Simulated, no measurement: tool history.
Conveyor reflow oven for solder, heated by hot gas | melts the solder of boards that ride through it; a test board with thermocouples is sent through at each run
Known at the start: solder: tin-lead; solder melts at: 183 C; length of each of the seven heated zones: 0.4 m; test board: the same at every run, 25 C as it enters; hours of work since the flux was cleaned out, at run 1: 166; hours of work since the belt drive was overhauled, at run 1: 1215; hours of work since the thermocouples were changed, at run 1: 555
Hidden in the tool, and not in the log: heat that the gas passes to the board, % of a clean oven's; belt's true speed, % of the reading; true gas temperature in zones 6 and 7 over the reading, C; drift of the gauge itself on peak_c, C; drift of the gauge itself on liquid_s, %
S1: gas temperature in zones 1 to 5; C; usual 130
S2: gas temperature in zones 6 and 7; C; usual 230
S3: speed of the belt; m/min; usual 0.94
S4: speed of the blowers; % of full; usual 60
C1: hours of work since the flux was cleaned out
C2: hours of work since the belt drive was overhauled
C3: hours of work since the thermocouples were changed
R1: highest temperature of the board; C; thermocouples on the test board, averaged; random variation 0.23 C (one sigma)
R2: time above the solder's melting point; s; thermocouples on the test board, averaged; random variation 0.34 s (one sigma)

run 1 hour=0 | S1=130 S2=230 S3=0.94 S4=60 | C1=166 C2=1215 C3=555 | R1=210.3 R2=32.3
-- hour=47.2 flux residue cleaned out of gas plates and filters
run 2 hour=51.8 | S1=130 S2=230 S3=0.94 S4=60 | C1=3 C2=1248 C3=588 | R1=210.8 R2=31.9
run 3 hour=88.2 | S1=130 S2=230 S3=0.94 S4=60 | C1=29 C2=1273 C3=613 | R1=210.8 R2=32
-- hour=143.6 thermocouples of zones 6 and 7 changed
run 4 hour=156 | S1=130 S2=230 S3=1.046 S4=60 | C1=75 C2=1319 C3=9 | R1=207.1 R2=26
-- hour=187.2 belt drive overhauled, speed set with a stopwatch
run 5 hour=201.6 | S1=130 S2=230 S3=0.94 S4=60 | C1=104 C2=10 C3=38 | R1=210.5 R2=32.2
run 6 hour=247.1 | S1=130 S2=233 S3=0.94 S4=60 | C1=135 C2=42 C3=70 | R1=212.8 R2=34.2
run 7 hour=328.4 | S1=130 S2=233 S3=0.94 S4=60 | C1=192 C2=99 C3=126 | R1=212.9 R2=33.7
-- hour=338.7 flux residue cleaned out of gas plates and filters
run 8 hour=372.5 | S1=130 S2=233 S3=0.94 S4=60 | C1=24 C2=126 C3=154 | R1=212.6 R2=33.6
run 9 hour=410.3 | S1=130 S2=230 S3=0.94 S4=60 | C1=50 C2=152 C3=180 | R1=210.6 R2=32.3
run 10 hour=481.9 | S1=130 S2=230 S3=0.94 S4=60 | C1=100 C2=202 C3=230 | R1=210.6 R2=32.1
run 11 hour=516.5 | S1=130 S2=230 S3=0.94 S4=60 | C1=124 C2=226 C3=254 | R1=209.8 R2=32.3
run 12 hour=558.2 | S1=130 S2=230 S3=0.94 S4=60 | C1=153 C2=255 C3=283 | R1=210.2 R2=32.5
run 13 hour=592.7 | S1=130 S2=230 S3=0.94 S4=60 | C1=177 C2=280 C3=307 | R1=210.4 R2=32.5
-- hour=623.9 flux residue cleaned out of gas plates and filters
run 14 hour=652.2 | S1=130 S2=230 S3=0.94 S4=60 | C1=20 C2=318 C3=345 | R1=210.2 R2=32.2
run 15 hour=697.4 | S1=116 S2=230 S3=0.94 S4=60 | C1=51 C2=349 C3=377 | R1=207.5 R2=28.4
run 16 hour=742.9 | S1=120 S2=237 S3=1.109 S4=70 | C1=83 C2=381 C3=409 | R1=210.3 R2=24.8
run 17 hour=790.1 | S1=125 S2=236 S3=1.086 S4=70 | C1=116 C2=414 C3=442 | R1=211.3 R2=26.5
run 18 hour=830.6 | S1=126 S2=230 S3=1.038 S4=60 | C1=144 C2=442 C3=470 | R1=206.1 R2=25
-- hour=909.2 flux residue cleaned out of gas plates and filters
run 19 hour=912.5 | S1=117 S2=230 S3=0.913 S4=62 | C1=2 C2=496 C3=524 | R1=209.6 R2=30.2
run 20 hour=983.3 | S1=117 S2=230 S3=0.913 S4=62 | C1=52 C2=545 C3=573 | R1=209.6 R2=30.1
run 21 hour=1023.4 | S1=130 S2=240 S3=0.94 S4=73 | C1=80 C2=573 C3=601 | R1=222 R2=39.1
run 22 hour=1068.8 | S1=137 S2=240 S3=0.94 S4=73 | C1=111 C2=605 C3=633 | R1=223.3 R2=40.8
-- hour=1096.2 thermocouples of zones 6 and 7 changed
run 23 hour=1142.1 | S1=122 S2=237 S3=0.923 S4=60 | C1=161 C2=655 C3=32 | R1=215.4 R2=34.3
-- hour=1198.3 flux residue cleaned out of gas plates and filters
run 24 hour=1212.1 | S1=122 S2=237 S3=0.923 S4=60 | C1=10 C2=700 C3=77 | R1=215.7 R2=34.5
run 25 hour=1293.5 | S1=122 S2=221 S3=0.923 S4=73 | C1=66 C2=757 C3=134 | R1=204.7 R2=27.6
run 26 hour=1373.2 | S1=132 S2=243 S3=0.94 S4=60 | C1=122 C2=813 C3=190 | R1=222.3 R2=39.3
run 27 hour=1423.5 | S1=117 S2=224 S3=0.82 S4=71 | C1=157 C2=848 C3=225 | R1=209.4 R2=35.1
-- hour=1487.4 flux residue cleaned out of gas plates and filters
run 28 hour=1498.1 | S1=129 S2=224 S3=1.057 S4=85 | C1=7 C2=896 C3=274 | R1=206.1 R2=26.3
run 29 hour=1566.3 | S1=130 S2=239 S3=0.94 S4=60 | C1=55 C2=944 C3=321 | R1=218.5 R2=36.8

4 ways to go on from here, each from the tool as it stands after run 29. What would each give?
run A hour=1644.4 | S1=134 S2=230 S3=0.94 S4=60 | C1=110 C2=998 C3=376 | R1=? R2=?
run B hour=1644.4 | S1=130 S2=235 S3=0.94 S4=71 | C1=110 C2=998 C3=376 | R1=? R2=?
run C hour=1644.4 | S1=130 S2=218 S3=0.919 S4=76 | C1=110 C2=998 C3=376 | R1=? R2=?
run D hour=1644.4 | S1=142 S2=244 S3=0.94 S4=60 | C1=110 C2=998 C3=376 | R1=? R2=?

run=A R1=211.1 R2=33.8
run=B R1=217.4 R2=36.5
run=C R1=203.7 R2=29.9
run=D R1=225.6 R2=43
Without the tool's hidden state the same runs would have given:
run=A R1=211 R2=33.7
run=B R1=217.2 R2=36.3
run=C R1=203.6 R2=29.8
run=D R1=225.4 R2=42.8

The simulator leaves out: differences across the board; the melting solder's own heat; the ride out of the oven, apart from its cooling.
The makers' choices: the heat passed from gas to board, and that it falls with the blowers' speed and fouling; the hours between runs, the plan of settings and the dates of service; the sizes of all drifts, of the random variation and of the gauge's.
